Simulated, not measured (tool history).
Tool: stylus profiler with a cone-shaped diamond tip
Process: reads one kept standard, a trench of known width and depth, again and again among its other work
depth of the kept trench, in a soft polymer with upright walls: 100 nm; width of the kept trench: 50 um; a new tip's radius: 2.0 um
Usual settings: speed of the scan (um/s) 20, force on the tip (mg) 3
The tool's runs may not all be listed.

run	hour	speed of the scan (um/s)	force on the tip (mg)	depth of the trench (nm)	width of the trench's floor (nm)
1	0	20	3	101.21	48670
2	94.6	20	3	101.21	48670
# hour 164.2: new tip fitted, height scale calibrated
3	217	13	3	101.15	48700
4	344	13	3	101.25	48730
5	431.3	13	3	101.16	48690
6	563.5	13	3	101.18	48710
7	659.9	13	3	101.26	48750
8	789.2	20	7.4	102.19	48770
9	868.7	20	7.4	102.18	48710
10	945	20	3	101.18	48740

The next listed run, before its measurement:
11	1047.9	7	3.08	?	?

{"run 11": {"depth of the trench (nm)": 101.22, "width of the trench's floor (nm)": 48730}}
Without the tool's hidden state the same run would have given depth of the trench (nm) 101.22, width of the trench's floor (nm) 48740.
